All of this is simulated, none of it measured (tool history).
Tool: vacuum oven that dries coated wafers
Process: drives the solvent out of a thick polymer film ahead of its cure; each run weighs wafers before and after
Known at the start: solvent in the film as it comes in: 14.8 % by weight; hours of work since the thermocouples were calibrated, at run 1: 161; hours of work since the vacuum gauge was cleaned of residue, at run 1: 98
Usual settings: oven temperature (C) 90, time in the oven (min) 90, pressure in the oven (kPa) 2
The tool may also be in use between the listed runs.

run   hour  oven temperature (C)  time in the oven (min)  pressure in the oven (kPa)  hours of work since the thermocouples were calibrated  hours of work since the vacuum gauge was cleaned of residue  solvent left in the film (%)
  1      0                    90                      90                           2                                                    161                                                           98                          2.91
  2   28.7                    90                      90                           2                                                    184                                                          120                          2.87
  3   50.4                    90                      90                           2                                                    201                                                          137                          2.92
  4   63.9                    90                     110                           2                                                    211                                                          148                          2.87
  5   89.4                    90                     110                           2                                                    231                                                          168                          2.78
  6  110.9                    90                     110                           2                                                    248                                                          184                          2.99
  7    137                    90                      90                           2                                                    268                                                          205                          3.07
  8  168.2                    90                      90                        2.43                                                    293                                                          229                          3.52
  9  190.8                    90                      90                        2.43                                                    310                                                          247                           3.5
 10  208.6                    90                      90                        2.43                                                    324                                                          261                          3.53
 11  236.5                    90                      90                        2.43                                                    346                                                          283                          3.51
 12  249.3                    90                      90                           2                                                    356                                                          293                          2.82
 13  280.6                    92                      90                           2                                                    381                                                          317                          2.71
 14    296                    78                      88                         4.2                                                    393                                                          329                          9.98
 15  325.4                    83                      90                        5.58                                                    416                                                          352                         10.25
 16  350.9                   100                     138                           2                                                    436                                                          372                          1.91
 17  367.3                   105                      51                        4.34                                                    449                                                          385                          3.37
 18  386.1                    92                     122                        1.04                                                    464                                                          400                          1.33
 19  401.4                    95                      57                        7.42                                                    475                                                          412                           8.4
 20  426.8                    94                      56                           2                                                    495                                                          432                          2.86
 21  455.5                   101                     113                           2                                                    518                                                          454                          1.82
 22  477.1                    89                      46                        1.37                                                    535                                                          471                          3.79
 23  503.2                    76                      90                        4.23                                                    555                                                          492                         10.88
 24  526.8                   105                     142                         1.4                                                    574                                                          510                          1.06
 25    545                    97                      90                        7.92                                                    588                                                          524                          8.28

Some steps in solvent left in the film (%) between neighbouring runs. How much of each would the tool show without its hidden state too (settings, what came in, random variation), and how much is left for the hidden state, with any gauge scatter that isn't in both results?
The hidden state here: true wafer temperature over the reading, C; true pressure over the reading, kPa; drift of the gauge itself on solvent_pct, %.
Run 15 -> 16: oven temperature (C) 83 -> 100, time in the oven (min) 90 -> 138, pressure in the oven (kPa) 5.58 -> 2. solvent left in the film (%) -8.34: hidden state +0.39, all else -8.73.
Run 23 -> 24: oven temperature (C) 76 -> 105, time in the oven (min) 90 -> 142, pressure in the oven (kPa) 4.23 -> 1.4. solvent left in the film (%) -9.82: hidden state +0.42, all else -10.24.

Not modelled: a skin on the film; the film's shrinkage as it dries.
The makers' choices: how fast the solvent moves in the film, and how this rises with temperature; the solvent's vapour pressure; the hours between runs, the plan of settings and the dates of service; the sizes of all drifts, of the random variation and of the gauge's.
